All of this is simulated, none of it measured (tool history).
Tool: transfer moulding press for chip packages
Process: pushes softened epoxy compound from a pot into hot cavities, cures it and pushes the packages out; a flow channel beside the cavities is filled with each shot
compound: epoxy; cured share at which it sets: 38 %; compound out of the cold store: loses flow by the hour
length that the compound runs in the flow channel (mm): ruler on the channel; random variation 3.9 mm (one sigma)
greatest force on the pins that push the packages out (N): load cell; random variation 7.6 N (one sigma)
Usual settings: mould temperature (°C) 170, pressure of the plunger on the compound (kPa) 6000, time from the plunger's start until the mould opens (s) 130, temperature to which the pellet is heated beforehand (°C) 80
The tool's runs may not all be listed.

run,hour,mould temperature (°C),pressure of the plunger on the compound (kPa),time from the plunger's start until the mould opens (s),temperature to which the pellet is heated beforehand (°C),incoming compound's hours out of the cold store,length that the compound runs in the flow channel (mm),greatest force on the pins that push the packages out (N)
1,0,170,6000,130,80,39.9,780,718
# hour 7.4: cavities cleaned with cleaning compound and waxed
2,68.7,170,6000,130,85,37.7,786,618
# hour 143.5: cavities cleaned with cleaning compound and waxed
3,157.5,170,6000,130,80,23.5,799,439
4,196.5,170,6000,130,80,13.1,825,594
5,260.5,170,6000,130,80,18.4,817,726
# hour 281: cavities cleaned with cleaning compound and waxed
# hour 347.1: mould's thermocouples calibrated
6,348.6,170,6000,130,80,29.4,786,647
# hour 408: plunger's sealing rings changed
7,410.9,170,6000,130,85,18.8,841,727
# hour 423.1: cavities cleaned with cleaning compound and waxed
8,468.6,170,6000,130,85,24.4,824,573
9,533.7,170,6000,130,76,13.7,839,695
# hour 560: cavities cleaned with cleaning compound and waxed
10,598.5,170,6000,130,76,18.7,834,544
11,683.5,170,6000,130,76,17.1,828,718
# hour 698: cavities cleaned with cleaning compound and waxed
12,738.5,170,6000,130,76,8.2,843,574
13,775.1,170,6000,130,76,11.9,837,654
# hour 836: cavities cleaned with cleaning compound and waxed
14,857.6,170,6000,130,76,31.9,789,445
15,937,169,5610,114,82,23.1,790,855
# hour 972.9: cavities cleaned with cleaning compound and waxed
16,999,169,5610,135,82,39.4,752,475
17,1072.5,169,4990,135,82,24.8,736,723

Run 18 comes next. What will it give?
# hour 1115.1: plunger's sealing rings changed
# hour 1116.6: cavities cleaned with cleaning compound and waxed
18,1142.9,169,4990,135,82,15.8,?,?

{"run 18": {"length that the compound runs in the flow channel (mm)": 772, "greatest force on the pins that push the packages out (N)": 471}}
Without the tool's hidden state the same run would have given length that the compound runs in the flow channel (mm) 770, greatest force on the pins that push the packages out (N) 310.

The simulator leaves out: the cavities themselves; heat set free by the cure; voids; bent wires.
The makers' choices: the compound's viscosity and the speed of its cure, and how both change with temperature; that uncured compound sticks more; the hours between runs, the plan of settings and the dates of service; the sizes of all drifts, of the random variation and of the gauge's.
